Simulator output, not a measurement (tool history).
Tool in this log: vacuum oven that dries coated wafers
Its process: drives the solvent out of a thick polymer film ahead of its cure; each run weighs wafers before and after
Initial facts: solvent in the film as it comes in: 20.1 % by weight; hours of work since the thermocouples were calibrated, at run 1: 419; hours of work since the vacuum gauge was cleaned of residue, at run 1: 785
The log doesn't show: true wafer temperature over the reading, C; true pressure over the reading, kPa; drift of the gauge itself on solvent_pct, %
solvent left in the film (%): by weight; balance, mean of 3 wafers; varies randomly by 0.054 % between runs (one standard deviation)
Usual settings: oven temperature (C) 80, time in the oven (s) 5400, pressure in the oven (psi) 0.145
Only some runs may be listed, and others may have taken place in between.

| run | hour | oven temperature (C) | time in the oven (s) | pressure in the oven (psi) | hours of work since the thermocouples were calibrated | hours of work since the vacuum gauge was cleaned of residue | solvent left in the film (%) |
|---|---|---|---|---|---|---|---|
| 1 | 0 | 80 | 5400 | 0.145 | 419 | 785 | 2.3 |
| 2 | 24.7 | 80 | 5400 | 0.145 | 430 | 795 | 2.21 |
| 3 | 49.5 | 80 | 5400 | 0.145 | 440 | 805 | 2.23 |
| 4 | 69.6 | 80 | 5400 | 0.145 | 448 | 814 | 2.25 |
| 5 | 95.9 | 80 | 5400 | 0.257 | 459 | 825 | 3.1 |
| 6 | 118.1 | 82 | 5400 | 0.145 | 468 | 834 | 1.79 |
| 7 | 143.3 | 82 | 5400 | 0.145 | 479 | 844 | 1.87 |
| 8 | 155 | 82 | 5400 | 0.145 | 484 | 849 | 1.91 |
| 9 | 180.2 | 82 | 5400 | 0.145 | 494 | 860 | 1.96 |
| 10 | 198 | 82 | 5400 | 0.145 | 501 | 867 | 1.94 |
| 11 | 218.8 | 82 | 5400 | 0.145 | 510 | 876 | 1.83 |
| 12 | 244.8 | 82 | 5400 | 0.145 | 521 | 886 | 1.89 |
| 13 | 258.7 | 82 | 5400 | 0.145 | 527 | 892 | 1.99 |
| 14 | 271.3 | 79 | 5400 | 0.145 | 532 | 897 | 2.52 |
| 15 | 294.7 | 89 | 2820 | 0.109 | 542 | 907 | 2.19 |
| 16 | 315 | 89 | 2820 | 0.109 | 550 | 916 | 2.16 |
| 17 | 331.9 | 91 | 5460 | 0.109 | 557 | 923 | 0.97 |
| 18 | 357.2 | 79 | 5460 | 0.419 | 568 | 933 | 4.63 |
| 19 | 371.3 | 81 | 6420 | 0.145 | 574 | 939 | 1.76 |
| 20 | 382.2 | 81 | 8220 | 0.145 | 578 | 943 | 1.52 |
| 21 | 409.1 | 85 | 5400 | 0.091 | 589 | 955 | 1.25 |
| 22 | 435 | 94 | 5400 | 0.145 | 600 | 965 | 0.83 |
| 23 | 462 | 94 | 3900 | 0.145 | 611 | 977 | 1.02 |
| 24 | 476.4 | 77 | 5460 | 0.342 | 617 | 983 | 4.68 |

3 options for the next run, each taken on its own from the tool as it stands now. Forecast them:
| A | 495.7 | 90 | 5460 | 0.342 | 625 | 991 | ? |
| B | 495.7 | 88 | 5460 | 0.083 | 625 | 991 | ? |
| C | 495.7 | 77 | 5400 | 0.145 | 625 | 991 | ? |

| run | solvent left in the film (%) |
|---|---|
| A | 2.15 |
| B | 0.9 |
| C | 2.99 |
What these runs would have given with no unlogged condition in the tool:
| run | solvent left in the film (%) |
|---|---|
| A | 1.91 |
| B | 0.67 |
| C | 2.57 |
